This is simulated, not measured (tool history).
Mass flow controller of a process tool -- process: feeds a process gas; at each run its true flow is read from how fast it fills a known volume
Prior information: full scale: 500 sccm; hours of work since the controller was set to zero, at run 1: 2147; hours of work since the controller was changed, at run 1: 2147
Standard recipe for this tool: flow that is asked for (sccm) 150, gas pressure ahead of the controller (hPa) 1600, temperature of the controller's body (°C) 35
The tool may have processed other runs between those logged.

run	hour	flow that is asked for (sccm)	gas pressure ahead of the controller (hPa)	temperature of the controller's body (°C)	hours of work since the controller was set to zero	hours of work since the controller was changed	true flow (%)
1	0.0	150	1600	35	2147	2147	98.86
2	158.0	150	1600	35	2271	2271	98.91
3	244.6	150	1600	35	2339	2339	98.99
4	386.2	150	1600	35	2451	2451	99.10
5	493.0	150	1600	35	2535	2535	99.10
6	643.3	150	1600	35	2653	2653	99.15
7	764.8	150	1600	35	2749	2749	99.22
8	924.9	150	1600	35	2875	2875	99.36
9	1087.1	150	1600	35	3003	3003	99.50
10	1221.5	150	1600	35	3109	3109	99.61
11	1378.4	150	1600	34	3232	3232	99.52
12	1472.3	150	1600	34	3306	3306	99.53
# hour 1487.1: controller's zero set anew
13	1643.6	150	1600	34	123	3441	100.08
# hour 1747.1: controller's zero set anew, once more
14	1748.3	150	2620	35	1	3523	97.75
15	1868.5	150	2620	35	96	3617	97.77
16	1965.2	150	1600	35	172	3694	97.99
17	2111.8	60	2170	27	287	3809	97.87
18	2182.2	216	2530	27	343	3864	98.42
19	2266.2	175	2530	30	409	3931	98.37
20	2350.6	175	1700	39	475	3997	98.06
21	2507.4	175	1700	39	599	4121	98.37
22	2577.8	84	1860	21	654	4176	98.43
23	2655.0	150	1920	38	715	4237	98.21
24	2780.3	150	1920	38	814	4336	98.32
25	2850.3	150	2290	40	869	4391	98.29
26	2962.9	82	1550	40	957	4479	98.56
27	3097.8	73	1550	36	1064	4586	98.66
28	3191.5	73	1550	36	1137	4659	98.83
29	3265.9	104	2280	23	1196	4718	98.82
30	3428.6	64	1950	22	1324	4846	99.53
31	3538.6	64	1950	22	1411	4933	99.67

Consider 3 possible next runs. They are alternatives, not a sequence: every one starts from the tool as it was left by run 31. What does each give?
A	3633.9	167	1600	35	1486	5008	?
B	3633.9	191	1600	24	1486	5008	?
C	3633.9	439	1590	22	1486	5008	?

run	true flow (%)
A	98.85
B	99.24
C	100.46
Take away the tool's hidden state, keep each run's random variation, and the runs would have read:
run	true flow (%)
A	97.60
B	98.09
C	99.70
